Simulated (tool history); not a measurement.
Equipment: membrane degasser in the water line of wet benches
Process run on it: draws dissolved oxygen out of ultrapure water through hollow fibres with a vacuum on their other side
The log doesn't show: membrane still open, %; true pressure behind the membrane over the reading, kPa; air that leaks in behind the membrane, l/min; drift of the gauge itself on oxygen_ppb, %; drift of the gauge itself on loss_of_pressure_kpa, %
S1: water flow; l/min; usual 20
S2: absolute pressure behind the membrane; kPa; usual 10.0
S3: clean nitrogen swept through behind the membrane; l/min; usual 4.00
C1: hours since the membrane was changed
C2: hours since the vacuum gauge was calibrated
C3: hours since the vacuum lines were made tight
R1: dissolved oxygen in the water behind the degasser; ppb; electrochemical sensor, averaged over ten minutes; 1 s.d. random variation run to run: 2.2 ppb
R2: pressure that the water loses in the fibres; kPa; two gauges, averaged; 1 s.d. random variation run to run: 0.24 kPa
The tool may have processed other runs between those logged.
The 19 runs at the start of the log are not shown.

{"run": 20, "hour": 959.1, "S1": 20, "S2": 12.2, "S3": 3.07, "C1": 1593, "C2": 363, "C3": 9070, "R1": 282.6, "R2": 64.75}
{"run": 21, "hour": 1014.3, "S1": 19, "S2": 7.1, "S3": 2.41, "C1": 1648, "C2": 418, "C3": 9125, "R1": 208.0, "R2": 61.84}
{"run": 22, "hour": 1048.6, "S1": 19, "S2": 7.1, "S3": 2.41, "C1": 1683, "C2": 452, "C3": 9159, "R1": 207.0, "R2": 61.14}
{"run": 23, "hour": 1126.0, "S1": 28, "S2": 12.6, "S3": 1.76, "C1": 1760, "C2": 530, "C3": 9237, "R1": 577.4, "R2": 90.64}
{"run": 24, "hour": 1172.3, "S1": 28, "S2": 12.6, "S3": 1.76, "C1": 1806, "C2": 576, "C3": 9283, "R1": 569.9, "R2": 90.51}
{"run": 25, "hour": 1236.4, "S1": 13, "S2": 17.1, "S3": 9.35, "C1": 1870, "C2": 640, "C3": 9347, "R1": 111.1, "R2": 42.01}
{"run": 26, "hour": 1311.1, "S1": 17, "S2": 6.1, "S3": 9.35, "C1": 1945, "C2": 715, "C3": 9422, "R1": 123.5, "R2": 55.15}
{"run": 27, "hour": 1352.2, "S1": 17, "S2": 6.1, "S3": 9.35, "C1": 1986, "C2": 756, "C3": 9463, "R1": 124.0, "R2": 55.65}
{"run": 28, "hour": 1389.5, "S1": 20, "S2": 9.8, "S3": 4.0, "C1": 2023, "C2": 793, "C3": 9500, "R1": 224.2, "R2": 64.96}
{"run": 29, "hour": 1440.7, "S1": 20, "S2": 9.8, "S3": 4.0, "C1": 2075, "C2": 844, "C3": 9551, "R1": 225.5, "R2": 64.77}
{"run": 30, "hour": 1476.0, "S1": 26, "S2": 13.5, "S3": 11.58, "C1": 2110, "C2": 880, "C3": 9587, "R1": 281.3, "R2": 84.21}
{"run": 31, "hour": 1554.6, "S1": 26, "S2": 17.3, "S3": 2.36, "C1": 2189, "C2": 958, "C3": 9665, "R1": 566.9, "R2": 84.18}

3 ways to go on from here, each from the tool as it stands after run 31. What would each give?
{"run": "A", "hour": 1597.5, "S1": 15, "S2": 22.6, "S3": 4.47, "C1": 2231, "C2": 1001, "C3": 9708, "R1": "?", "R2": "?"}
{"run": "B", "hour": 1597.5, "S1": 26, "S2": 17.8, "S3": 11.32, "C1": 2231, "C2": 1001, "C3": 9708, "R1": "?", "R2": "?"}
{"run": "C", "hour": 1597.5, "S1": 13, "S2": 23.8, "S3": 10.82, "C1": 2231, "C2": 1001, "C3": 9708, "R1": "?", "R2": "?"}

run=A R1=248.6 R2=48.84
run=B R1=309.4 R2=84.77
run=C R1=126.6 R2=42.24
Take away the tool's hidden state, keep each run's random variation, and the runs would have read:
run=A R1=240.5 R2=48.40
run=B R1=300.4 R2=83.99
run=C R1=121.7 R2=41.85
